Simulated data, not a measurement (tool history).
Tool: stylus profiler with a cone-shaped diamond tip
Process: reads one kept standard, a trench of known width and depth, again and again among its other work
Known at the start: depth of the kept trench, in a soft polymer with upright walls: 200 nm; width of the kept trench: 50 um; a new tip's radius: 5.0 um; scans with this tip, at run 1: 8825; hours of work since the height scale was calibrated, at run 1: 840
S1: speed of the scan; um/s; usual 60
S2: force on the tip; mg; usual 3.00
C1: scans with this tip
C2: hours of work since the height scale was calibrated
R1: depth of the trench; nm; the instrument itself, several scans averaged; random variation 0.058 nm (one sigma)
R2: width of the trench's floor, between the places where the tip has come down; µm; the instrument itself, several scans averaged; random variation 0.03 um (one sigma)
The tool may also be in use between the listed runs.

{"run": 1, "hour": 0.0, "S1": 60, "S2": 3.0, "C1": 8825, "C2": 840, "R1": 201.23, "R2": 46.95}
{"run": 2, "hour": 30.1, "S1": 60, "S2": 3.0, "C1": 9073, "C2": 863, "R1": 201.27, "R2": 46.94}
{"run": 3, "hour": 51.0, "S1": 60, "S2": 3.0, "C1": 9244, "C2": 879, "R1": 201.16, "R2": 46.84}
{"run": 4, "hour": 71.8, "S1": 60, "S2": 3.0, "C1": 9415, "C2": 896, "R1": 201.32, "R2": 46.94}
{"run": 5, "hour": 103.0, "S1": 191, "S2": 3.0, "C1": 9672, "C2": 920, "R1": 201.22, "R2": 46.41}
{"run": 6, "hour": 125.2, "S1": 60, "S2": 2.84, "C1": 9855, "C2": 938, "R1": 201.23, "R2": 46.95}
{"run": 7, "hour": 153.8, "S1": 60, "S2": 3.0, "C1": 10090, "C2": 960, "R1": 201.36, "R2": 46.98}
{"run": 8, "hour": 184.9, "S1": 60, "S2": 3.0, "C1": 10346, "C2": 984, "R1": 201.23, "R2": 46.93}
{"hour": 199.6, "done": "new tip fitted, height scale calibrated"}
{"run": 9, "hour": 225.9, "S1": 60, "S2": 3.0, "C1": 217, "C2": 21, "R1": 201.33, "R2": 46.99}
{"run": 10, "hour": 266.8, "S1": 60, "S2": 3.0, "C1": 553, "C2": 53, "R1": 201.3, "R2": 46.93}
{"run": 11, "hour": 285.8, "S1": 60, "S2": 3.75, "C1": 709, "C2": 67, "R1": 201.46, "R2": 47.02}
{"run": 12, "hour": 303.7, "S1": 60, "S2": 3.0, "C1": 857, "C2": 82, "R1": 201.23, "R2": 46.92}
{"run": 13, "hour": 335.1, "S1": 60, "S2": 3.0, "C1": 1115, "C2": 106, "R1": 201.23, "R2": 46.97}
{"run": 14, "hour": 375.1, "S1": 60, "S2": 3.0, "C1": 1444, "C2": 137, "R1": 201.4, "R2": 46.96}
{"run": 15, "hour": 404.0, "S1": 174, "S2": 3.0, "C1": 1681, "C2": 160, "R1": 201.22, "R2": 46.49}
{"run": 16, "hour": 426.6, "S1": 174, "S2": 3.0, "C1": 1867, "C2": 178, "R1": 201.34, "R2": 46.51}
{"run": 17, "hour": 462.4, "S1": 36, "S2": 3.01, "C1": 2162, "C2": 206, "R1": 201.31, "R2": 47.07}
{"run": 18, "hour": 481.0, "S1": 60, "S2": 5.75, "C1": 2315, "C2": 220, "R1": 201.95, "R2": 47.02}
{"run": 19, "hour": 516.1, "S1": 18, "S2": 1.52, "C1": 2604, "C2": 248, "R1": 200.83, "R2": 47.13}
{"run": 20, "hour": 542.8, "S1": 17, "S2": 8.19, "C1": 2823, "C2": 269, "R1": 202.36, "R2": 47.15}
{"run": 21, "hour": 562.2, "S1": 51, "S2": 8.19, "C1": 2983, "C2": 284, "R1": 202.4, "R2": 47.09}
{"run": 22, "hour": 599.1, "S1": 51, "S2": 8.19, "C1": 3287, "C2": 313, "R1": 202.55, "R2": 47.06}
{"run": 23, "hour": 638.9, "S1": 129, "S2": 8.11, "C1": 3614, "C2": 344, "R1": 202.48, "R2": 46.84}
{"run": 24, "hour": 670.2, "S1": 129, "S2": 8.11, "C1": 3872, "C2": 368, "R1": 202.57, "R2": 46.91}
{"run": 25, "hour": 693.6, "S1": 60, "S2": 2.2, "C1": 4064, "C2": 387, "R1": 201.06, "R2": 46.91}
{"run": 26, "hour": 736.2, "S1": 64, "S2": 7.99, "C1": 4414, "C2": 420, "R1": 202.52, "R2": 47.01}
{"run": 27, "hour": 774.6, "S1": 64, "S2": 7.99, "C1": 4730, "C2": 450, "R1": 202.54, "R2": 47.01}
{"run": 28, "hour": 806.4, "S1": 35, "S2": 2.05, "C1": 4992, "C2": 475, "R1": 200.98, "R2": 46.98}
{"run": 29, "hour": 835.8, "S1": 31, "S2": 8.48, "C1": 5234, "C2": 498, "R1": 202.46, "R2": 47.12}
{"run": 30, "hour": 863.7, "S1": 31, "S2": 8.48, "C1": 5463, "C2": 520, "R1": 202.48, "R2": 47.12}

Some steps in R2 between neighbouring runs. How much of each would the tool show without its hidden state too (settings, what came in, random variation), and how much is left for the hidden state, with any gauge scatter that isn't in both results?
The hidden state here: radius of the tip, um; height scale over the true one, %; drift of the gauge itself on depth_nm, %; drift of the gauge itself on floor_um, %.
Run 4 -> 5: S1 60 -> 191. R2 -0.53 µm: hidden state -0.01, all else -0.52.
Run 5 -> 6: S1 191 -> 60, S2 3.00 -> 2.84. R2 +0.54 µm: hidden state +0.00, all else +0.54.
Run 8 -> 9: new tip fitted, height scale calibrated. R2 +0.06 µm: hidden state +0.04, all else +0.02.
Run 10 -> 11: S2 3.00 -> 3.75. R2 +0.09 µm: hidden state -0.01, all else +0.10.
Run 16 -> 17: S1 174 -> 36, S2 3.00 -> 3.01. R2 +0.56 µm: hidden state +0.00, all else +0.56.

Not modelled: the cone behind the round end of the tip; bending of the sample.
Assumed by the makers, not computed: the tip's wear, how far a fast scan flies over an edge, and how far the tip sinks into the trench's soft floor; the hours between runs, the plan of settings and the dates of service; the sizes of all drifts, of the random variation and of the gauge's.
